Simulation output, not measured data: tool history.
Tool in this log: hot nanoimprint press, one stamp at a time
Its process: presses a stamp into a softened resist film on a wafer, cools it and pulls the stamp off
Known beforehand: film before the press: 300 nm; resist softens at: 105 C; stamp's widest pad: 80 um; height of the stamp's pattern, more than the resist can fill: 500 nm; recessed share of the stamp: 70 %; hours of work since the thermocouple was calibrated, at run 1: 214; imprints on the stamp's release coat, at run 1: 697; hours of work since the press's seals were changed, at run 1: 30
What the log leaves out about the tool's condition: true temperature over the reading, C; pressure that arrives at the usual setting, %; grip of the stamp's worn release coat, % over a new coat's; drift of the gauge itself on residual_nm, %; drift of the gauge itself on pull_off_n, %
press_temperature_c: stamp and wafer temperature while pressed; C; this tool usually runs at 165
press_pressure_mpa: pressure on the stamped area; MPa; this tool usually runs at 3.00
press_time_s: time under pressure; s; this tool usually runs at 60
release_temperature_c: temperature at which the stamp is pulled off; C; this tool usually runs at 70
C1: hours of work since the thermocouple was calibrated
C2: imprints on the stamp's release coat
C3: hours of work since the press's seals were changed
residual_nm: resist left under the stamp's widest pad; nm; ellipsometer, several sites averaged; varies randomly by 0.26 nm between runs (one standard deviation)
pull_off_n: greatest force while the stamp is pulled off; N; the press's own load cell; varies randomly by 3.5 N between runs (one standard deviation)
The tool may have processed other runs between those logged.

{"run": 1, "hour": 0.0, "press_temperature_c": 165, "press_pressure_mpa": 3.0, "press_time_s": 60, "release_temperature_c": 70, "C1": 214, "C2": 697, "C3": 30, "residual_nm": 154.4, "pull_off_n": 219}
{"run": 2, "hour": 8.5, "press_temperature_c": 165, "press_pressure_mpa": 3.0, "press_time_s": 60, "release_temperature_c": 70, "C1": 219, "C2": 721, "C3": 34, "residual_nm": 153.8, "pull_off_n": 216}
{"run": 3, "hour": 17.1, "press_temperature_c": 165, "press_pressure_mpa": 3.0, "press_time_s": 60, "release_temperature_c": 70, "C1": 223, "C2": 746, "C3": 39, "residual_nm": 154.3, "pull_off_n": 216}
{"run": 4, "hour": 22.3, "press_temperature_c": 165, "press_pressure_mpa": 3.0, "press_time_s": 60, "release_temperature_c": 70, "C1": 226, "C2": 761, "C3": 41, "residual_nm": 154.3, "pull_off_n": 218}
{"run": 5, "hour": 31.8, "press_temperature_c": 165, "press_pressure_mpa": 3.0, "press_time_s": 60, "release_temperature_c": 70, "C1": 231, "C2": 788, "C3": 46, "residual_nm": 153.7, "pull_off_n": 224}
{"run": 6, "hour": 41.2, "press_temperature_c": 165, "press_pressure_mpa": 3.0, "press_time_s": 60, "release_temperature_c": 63, "C1": 235, "C2": 816, "C3": 51, "residual_nm": 154.2, "pull_off_n": 237}
{"run": 7, "hour": 47.3, "press_temperature_c": 165, "press_pressure_mpa": 3.0, "press_time_s": 60, "release_temperature_c": 63, "C1": 239, "C2": 833, "C3": 54, "residual_nm": 153.8, "pull_off_n": 238}
{"run": 8, "hour": 56.8, "press_temperature_c": 165, "press_pressure_mpa": 3.0, "press_time_s": 60, "release_temperature_c": 63, "C1": 244, "C2": 860, "C3": 59, "residual_nm": 153.3, "pull_off_n": 241}
{"run": 9, "hour": 62.1, "press_temperature_c": 165, "press_pressure_mpa": 3.0, "press_time_s": 60, "release_temperature_c": 63, "C1": 246, "C2": 876, "C3": 62, "residual_nm": 154.1, "pull_off_n": 247}
{"run": 10, "hour": 70.3, "press_temperature_c": 165, "press_pressure_mpa": 3.0, "press_time_s": 60, "release_temperature_c": 63, "C1": 251, "C2": 900, "C3": 66, "residual_nm": 154.1, "pull_off_n": 246}
{"run": 11, "hour": 77.0, "press_temperature_c": 165, "press_pressure_mpa": 3.0, "press_time_s": 60, "release_temperature_c": 63, "C1": 254, "C2": 919, "C3": 69, "residual_nm": 153.6, "pull_off_n": 250}
{"run": 12, "hour": 82.6, "press_temperature_c": 165, "press_pressure_mpa": 3.0, "press_time_s": 60, "release_temperature_c": 63, "C1": 257, "C2": 935, "C3": 72, "residual_nm": 153.6, "pull_off_n": 250}
{"run": 13, "hour": 86.7, "press_temperature_c": 157, "press_pressure_mpa": 3.0, "press_time_s": 60, "release_temperature_c": 70, "C1": 259, "C2": 947, "C3": 74, "residual_nm": 215.5, "pull_off_n": 231}
{"run": 14, "hour": 95.5, "press_temperature_c": 157, "press_pressure_mpa": 3.0, "press_time_s": 60, "release_temperature_c": 70, "C1": 264, "C2": 972, "C3": 79, "residual_nm": 215.1, "pull_off_n": 238}
{"run": 15, "hour": 101.6, "press_temperature_c": 157, "press_pressure_mpa": 3.0, "press_time_s": 60, "release_temperature_c": 70, "C1": 267, "C2": 990, "C3": 82, "residual_nm": 214.6, "pull_off_n": 235}
{"run": 16, "hour": 110.2, "press_temperature_c": 167, "press_pressure_mpa": 3.43, "press_time_s": 60, "release_temperature_c": 70, "C1": 271, "C2": 1014, "C3": 87, "residual_nm": 129.5, "pull_off_n": 242}
{"run": 17, "hour": 116.6, "press_temperature_c": 167, "press_pressure_mpa": 3.43, "press_time_s": 60, "release_temperature_c": 70, "C1": 274, "C2": 1033, "C3": 90, "residual_nm": 129.8, "pull_off_n": 227}
{"run": 18, "hour": 121.0, "press_temperature_c": 175, "press_pressure_mpa": 3.43, "press_time_s": 60, "release_temperature_c": 77, "C1": 277, "C2": 1045, "C3": 92, "residual_nm": 88.8, "pull_off_n": 228}
{"run": 19, "hour": 125.9, "press_temperature_c": 166, "press_pressure_mpa": 2.3, "press_time_s": 45, "release_temperature_c": 55, "C1": 279, "C2": 1059, "C3": 95, "residual_nm": 181.6, "pull_off_n": 270}
{"run": 20, "hour": 130.7, "press_temperature_c": 163, "press_pressure_mpa": 2.8, "press_time_s": 60, "release_temperature_c": 70, "C1": 282, "C2": 1073, "C3": 97, "residual_nm": 172.9, "pull_off_n": 237}
{"run": 21, "hour": 139.6, "press_temperature_c": 174, "press_pressure_mpa": 3.0, "press_time_s": 99, "release_temperature_c": 70, "C1": 286, "C2": 1099, "C3": 102, "residual_nm": 83.7, "pull_off_n": 238}
{"run": 22, "hour": 144.6, "press_temperature_c": 174, "press_pressure_mpa": 3.0, "press_time_s": 99, "release_temperature_c": 70, "C1": 289, "C2": 1114, "C3": 104, "residual_nm": 84.1, "pull_off_n": 236}
{"run": 23, "hour": 150.0, "press_temperature_c": 165, "press_pressure_mpa": 2.03, "press_time_s": 102, "release_temperature_c": 70, "C1": 292, "C2": 1129, "C3": 107, "residual_nm": 157.6, "pull_off_n": 248}
{"run": 24, "hour": 158.7, "press_temperature_c": 168, "press_pressure_mpa": 2.66, "press_time_s": 117, "release_temperature_c": 73, "C1": 296, "C2": 1154, "C3": 112, "residual_nm": 113.2, "pull_off_n": 238}
{"run": 25, "hour": 165.2, "press_temperature_c": 168, "press_pressure_mpa": 2.66, "press_time_s": 117, "release_temperature_c": 73, "C1": 300, "C2": 1173, "C3": 115, "residual_nm": 113.0, "pull_off_n": 243}
{"run": 26, "hour": 174.7, "press_temperature_c": 165, "press_pressure_mpa": 2.23, "press_time_s": 60, "release_temperature_c": 70, "C1": 304, "C2": 1200, "C3": 120, "residual_nm": 176.7, "pull_off_n": 243}
{"hour": 183.3, "done": "plate thermocouple calibrated"}
{"run": 27, "hour": 183.8, "press_temperature_c": 165, "press_pressure_mpa": 3.0, "press_time_s": 60, "release_temperature_c": 76, "C1": 0, "C2": 1218, "C3": 123, "residual_nm": 158.4, "pull_off_n": 238}
{"run": 28, "hour": 188.8, "press_temperature_c": 165, "press_pressure_mpa": 3.0, "press_time_s": 60, "release_temperature_c": 76, "C1": 3, "C2": 1232, "C3": 126, "residual_nm": 158.7, "pull_off_n": 238}
{"run": 29, "hour": 197.3, "press_temperature_c": 160, "press_pressure_mpa": 3.08, "press_time_s": 40, "release_temperature_c": 70, "C1": 7, "C2": 1257, "C3": 130, "residual_nm": 214.3, "pull_off_n": 245}

Each row is a separate what-if for the run after 29, all from the same tool condition, not one after another. Results?
{"run": "A", "hour": 206.9, "press_temperature_c": 165, "press_pressure_mpa": 3.0, "press_time_s": 68, "release_temperature_c": 64, "C1": 12, "C2": 1284, "C3": 135, "residual_nm": "?", "pull_off_n": "?"}
{"run": "B", "hour": 206.9, "press_temperature_c": 168, "press_pressure_mpa": 3.0, "press_time_s": 60, "release_temperature_c": 70, "C1": 12, "C2": 1284, "C3": 135, "residual_nm": "?", "pull_off_n": "?"}
{"run": "C", "hour": 206.9, "press_temperature_c": 167, "press_pressure_mpa": 3.0, "press_time_s": 60, "release_temperature_c": 70, "C1": 12, "C2": 1284, "C3": 135, "residual_nm": "?", "pull_off_n": "?"}

run=A residual_nm=152.3 pull_off_n=261
run=B residual_nm=138.4 pull_off_n=257
run=C residual_nm=144.8 pull_off_n=252
The same runs, with their run-to-run variation unchanged, on a tool lacking any hidden condition would have given:
run=A residual_nm=151.8 pull_off_n=191
run=B residual_nm=137.9 pull_off_n=188
run=C residual_nm=144.3 pull_off_n=185

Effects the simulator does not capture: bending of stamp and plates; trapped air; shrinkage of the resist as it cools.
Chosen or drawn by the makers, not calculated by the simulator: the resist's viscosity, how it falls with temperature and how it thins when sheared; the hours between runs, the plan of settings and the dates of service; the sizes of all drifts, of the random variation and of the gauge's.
